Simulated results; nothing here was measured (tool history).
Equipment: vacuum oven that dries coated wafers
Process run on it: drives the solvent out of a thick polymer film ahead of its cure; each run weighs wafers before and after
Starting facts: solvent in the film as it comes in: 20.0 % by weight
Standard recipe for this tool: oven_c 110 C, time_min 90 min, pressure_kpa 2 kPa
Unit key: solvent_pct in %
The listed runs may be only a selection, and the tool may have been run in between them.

| run | hour | oven_c | time_min | pressure_kpa | solvent_pct |
|---|---|---|---|---|---|
| 1 | 0 | 110 | 90 | 2 | 2.25 |
| 2 | 13.5 | 110 | 90 | 2 | 2.15 |
| 3 | 29.3 | 110 | 90 | 2 | 2.16 |
| 4 | 41 | 110 | 90 | 2 | 2.25 |
| 5 | 55.3 | 110 | 73 | 2 | 2.94 |
| 6 | 62.8 | 108 | 90 | 2 | 2.53 |
| 7 | 73.9 | 108 | 57 | 2 | 4.31 |
| 8 | 86.8 | 108 | 57 | 2 | 4.29 |
| 9 | 98.2 | 107 | 90 | 2 | 2.72 |
| 10 | 107.4 | 107 | 90 | 2 | 2.68 |
| 11 | 120.2 | 107 | 90 | 2 | 2.59 |
| 12 | 134.7 | 121 | 90 | 2 | 1.16 |
| 13 | 146.1 | 121 | 90 | 2 | 1.16 |

The next listed run, before its measurement:
| 14 | 152.7 | 121 | 90 | 2 | ? |

{"run 14": {"solvent_pct": 1.08}}
Had the tool carried no hidden state, the very same run would have given solvent_pct 1.09 %.

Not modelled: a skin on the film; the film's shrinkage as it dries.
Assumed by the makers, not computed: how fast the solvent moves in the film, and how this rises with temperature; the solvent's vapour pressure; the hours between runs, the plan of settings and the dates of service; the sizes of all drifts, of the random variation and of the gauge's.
